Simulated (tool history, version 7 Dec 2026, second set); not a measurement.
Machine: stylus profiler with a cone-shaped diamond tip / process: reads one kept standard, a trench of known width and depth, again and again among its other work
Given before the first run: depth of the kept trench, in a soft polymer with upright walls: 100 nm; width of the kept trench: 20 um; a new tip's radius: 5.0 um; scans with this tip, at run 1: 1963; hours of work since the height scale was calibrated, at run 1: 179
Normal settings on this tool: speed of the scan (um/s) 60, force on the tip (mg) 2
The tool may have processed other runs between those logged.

| run | hour | speed of the scan (um/s) | force on the tip (mg) | scans with this tip | hours of work since the height scale was calibrated | depth of the trench (Å) | width of the trench's floor (µm) |
|---|---|---|---|---|---|---|---|
| 1 | 0 | 60 | 2 | 1963 | 179 | 1005 | 17.7 |
| 2 | 76.6 | 98 | 2 | 2510 | 229 | 1005.5 | 17.56 |
| 3 | 137.1 | 98 | 2 | 2942 | 269 | 1004.9 | 17.52 |
| 4 | 210.5 | 60 | 2 | 3466 | 316 | 1004.7 | 17.69 |
| 5 | 269.5 | 60 | 2 | 3887 | 355 | 1005.1 | 17.7 |
| 6 | 352.3 | 21 | 2 | 4478 | 409 | 1004.6 | 17.87 |
| 7 | 413.6 | 21 | 3.03 | 4916 | 449 | 1006.9 | 17.91 |
| 8 | 470.6 | 21 | 3.03 | 5323 | 486 | 1006.2 | 17.92 |
| 9 | 534.4 | 21 | 3.03 | 5778 | 528 | 1006.3 | 17.91 |
| 10 | 616 | 21 | 3.03 | 6361 | 581 | 1006.2 | 17.91 |
| 11 | 692.8 | 60 | 2 | 6909 | 631 | 1004.4 | 17.72 |
| 12 | 737.4 | 60 | 2 | 7227 | 660 | 1004.5 | 17.68 |
| 13 | 806.8 | 34 | 2 | 7723 | 705 | 1004.9 | 17.89 |
| 14 | 852.7 | 34 | 2 | 8051 | 735 | 1004.7 | 17.83 |
| 15 | 928.2 | 34 | 2 | 8589 | 784 | 1005 | 17.84 |
| 16 | 980.2 | 34 | 2 | 8960 | 818 | 1004.5 | 17.86 |
| 17 | 1034.6 | 60 | 2 | 9349 | 854 | 1004.7 | 17.7 |
| 18 | 1105.5 | 60 | 2 | 9855 | 900 | 1004.8 | 17.67 |
| 19 | 1155 | 39 | 2 | 10208 | 932 | 1005.4 | 17.84 |
| 20 | 1195.3 | 39 | 2 | 10496 | 958 | 1004.9 | 17.8 |
| 21 | 1254.8 | 39 | 2 | 10921 | 997 | 1004.3 | 17.76 |
| 22 | 1307.3 | 75 | 2 | 11296 | 1031 | 1004.6 | 17.62 |
| 23 | 1359.1 | 75 | 2 | 11665 | 1065 | 1005 | 17.61 |
| 24 | 1395.5 | 234 | 4.51 | 11925 | 1089 | 1008 | 17.28 |
| 25 | 1464.7 | 234 | 4.51 | 12419 | 1134 | 1008.6 | 17.24 |
| 26 | 1502 | 51 | 1.06 | 12686 | 1158 | 1002.6 | 17.67 |
| 27 | 1558.4 | 78 | 2.34 | 13088 | 1195 | 1005.3 | 17.64 |
| 28 | 1597.1 | 78 | 2.34 | 13364 | 1220 | 1005.3 | 17.65 |
| 29 | 1652.7 | 70 | 4.39 | 13761 | 1256 | 1007.5 | 17.74 |
| 30 | 1701.1 | 79 | 4.39 | 14107 | 1288 | 1007.8 | 17.73 |
|  | 1775.8 | height scale calibrated on a step standard |
| 31 | 1775.8 | 53 | 1.39 | 14636 | 0 | 1003.5 | 17.73 |
| 32 | 1840.1 | 53 | 1.39 | 15095 | 42 | 1003.6 | 17.64 |
| 33 | 1906 | 61 | 1.43 | 15566 | 85 | 1003.6 | 17.59 |
| 34 | 1942.5 | 163 | 0.85 | 15827 | 109 | 1002.9 | 16.7 |
| 35 | 2002.2 | 67 | 1.57 | 16252 | 148 | 1004 | 17.59 |
| 36 | 2067.1 | 67 | 1.57 | 16716 | 190 | 1003.4 | 17.58 |
| 37 | 2153.2 | 25 | 1.62 | 17330 | 246 | 1003.9 | 17.81 |
| 38 | 2198 | 25 | 1.62 | 17650 | 275 | 1004.4 | 17.79 |
|  | 2210.3 | new tip fitted, height scale calibrated |
| 39 | 2287.3 | 25 | 1.62 | 549 | 50 | 1003.9 | 17.88 |
| 40 | 2326.1 | 16 | 3.44 | 826 | 75 | 1007.3 | 17.97 |
| 41 | 2362.5 | 31 | 1.34 | 1086 | 99 | 1003.7 | 17.79 |
| 42 | 2424.4 | 31 | 1.34 | 1529 | 140 | 1003.3 | 17.79 |
| 43 | 2471.3 | 20 | 4.53 | 1863 | 170 | 1008.1 | 17.88 |
| 44 | 2557 | 24 | 0.75 | 2475 | 226 | 1002.5 | 17.81 |
| 45 | 2602.1 | 31 | 2.6 | 2797 | 255 | 1005.9 | 17.86 |
| 46 | 2644.7 | 31 | 2.6 | 3101 | 283 | 1006 | 17.84 |

Branching from run 46: 3 alternative next runs. What would each branch give?
| A | 2714.9 | 60 | 1.56 | 3602 | 329 | ? | ? |
| B | 2714.9 | 31 | 4.15 | 3602 | 329 | ? | ? |
| C | 2714.9 | 60 | 1.23 | 3602 | 329 | ? | ? |

| run | depth of the trench (Å) | width of the trench's floor (µm) |
|---|---|---|
| A | 1004.2 | 17.64 |
| B | 1008.6 | 17.92 |
| C | 1003.5 | 17.65 |
What these runs would have given with no unlogged condition in the tool:
| run | depth of the trench (Å) | width of the trench's floor (µm) |
|---|---|---|
| A | 1004.2 | 17.65 |
| B | 1008.6 | 17.92 |
| C | 1003.5 | 17.66 |

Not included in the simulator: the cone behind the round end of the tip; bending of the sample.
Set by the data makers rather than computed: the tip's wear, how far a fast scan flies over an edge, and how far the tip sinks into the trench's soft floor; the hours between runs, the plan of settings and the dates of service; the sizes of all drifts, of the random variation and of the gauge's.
